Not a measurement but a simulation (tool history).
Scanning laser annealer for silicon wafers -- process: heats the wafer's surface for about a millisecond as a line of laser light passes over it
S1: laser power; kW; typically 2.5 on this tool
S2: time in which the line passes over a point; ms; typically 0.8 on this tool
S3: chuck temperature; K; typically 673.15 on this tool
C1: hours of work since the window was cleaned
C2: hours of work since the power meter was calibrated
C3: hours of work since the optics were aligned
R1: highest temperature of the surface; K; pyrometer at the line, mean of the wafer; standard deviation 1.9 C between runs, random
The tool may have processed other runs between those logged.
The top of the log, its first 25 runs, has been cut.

{"run": 26, "hour": 195.9, "S1": 2.5, "S2": 0.64, "S3": 673.15, "C1": 4, "C2": 145, "C3": 699, "R1": 1431.15}
{"run": 27, "hour": 203.5, "S1": 2.601, "S2": 0.645, "S3": 712.15, "C1": 8, "C2": 149, "C3": 703, "R1": 1507.15}
{"run": 28, "hour": 212.7, "S1": 2.601, "S2": 0.645, "S3": 712.15, "C1": 14, "C2": 155, "C3": 709, "R1": 1505.15}
{"run": 29, "hour": 218.4, "S1": 2.652, "S2": 0.786, "S3": 642.15, "C1": 17, "C2": 158, "C3": 712, "R1": 1524.15}
{"run": 30, "hour": 224.6, "S1": 2.652, "S2": 0.786, "S3": 642.15, "C1": 20, "C2": 161, "C3": 715, "R1": 1527.15}
{"run": 31, "hour": 231.2, "S1": 2.619, "S2": 0.765, "S3": 640.15, "C1": 24, "C2": 165, "C3": 719, "R1": 1503.15}
{"run": 32, "hour": 237.4, "S1": 2.27, "S2": 0.942, "S3": 688.15, "C1": 28, "C2": 169, "C3": 723, "R1": 1488.15}
{"run": 33, "hour": 244.2, "S1": 2.5, "S2": 0.575, "S3": 684.15, "C1": 32, "C2": 173, "C3": 727, "R1": 1410.15}
{"run": 34, "hour": 254.2, "S1": 2.319, "S2": 0.575, "S3": 684.15, "C1": 37, "C2": 178, "C3": 732, "R1": 1353.15}
{"run": 35, "hour": 262.0, "S1": 2.261, "S2": 0.878, "S3": 682.15, "C1": 42, "C2": 183, "C3": 737, "R1": 1456.15}
{"run": 36, "hour": 266.8, "S1": 2.425, "S2": 0.841, "S3": 708.15, "C1": 44, "C2": 186, "C3": 739, "R1": 1532.15}
{"run": 37, "hour": 274.5, "S1": 2.425, "S2": 0.762, "S3": 670.15, "C1": 49, "C2": 190, "C3": 744, "R1": 1459.15}
{"run": 38, "hour": 283.6, "S1": 2.289, "S2": 0.951, "S3": 643.15, "C1": 54, "C2": 195, "C3": 749, "R1": 1455.15}

4 options for the next run, each taken on its own from the tool as it stands now. Forecast them:
{"run": "A", "hour": 288.7, "S1": 2.289, "S2": 0.991, "S3": 677.15, "C1": 57, "C2": 198, "C3": 752, "R1": "?"}
{"run": "B", "hour": 288.7, "S1": 2.545, "S2": 0.887, "S3": 695.15, "C1": 57, "C2": 198, "C3": 752, "R1": "?"}
{"run": "C", "hour": 288.7, "S1": 2.679, "S2": 0.59, "S3": 690.15, "C1": 57, "C2": 198, "C3": 752, "R1": "?"}
{"run": "D", "hour": 288.7, "S1": 2.5, "S2": 0.8, "S3": 710.15, "C1": 57, "C2": 198, "C3": 752, "R1": "?"}

run=A R1=1502.15
run=B R1=1583.15
run=C R1=1479.15
run=D R1=1541.15
Without the tool's hidden state the same runs would have given:
run=A R1=1515.15
run=B R1=1597.15
run=C R1=1491.15
run=D R1=1553.15
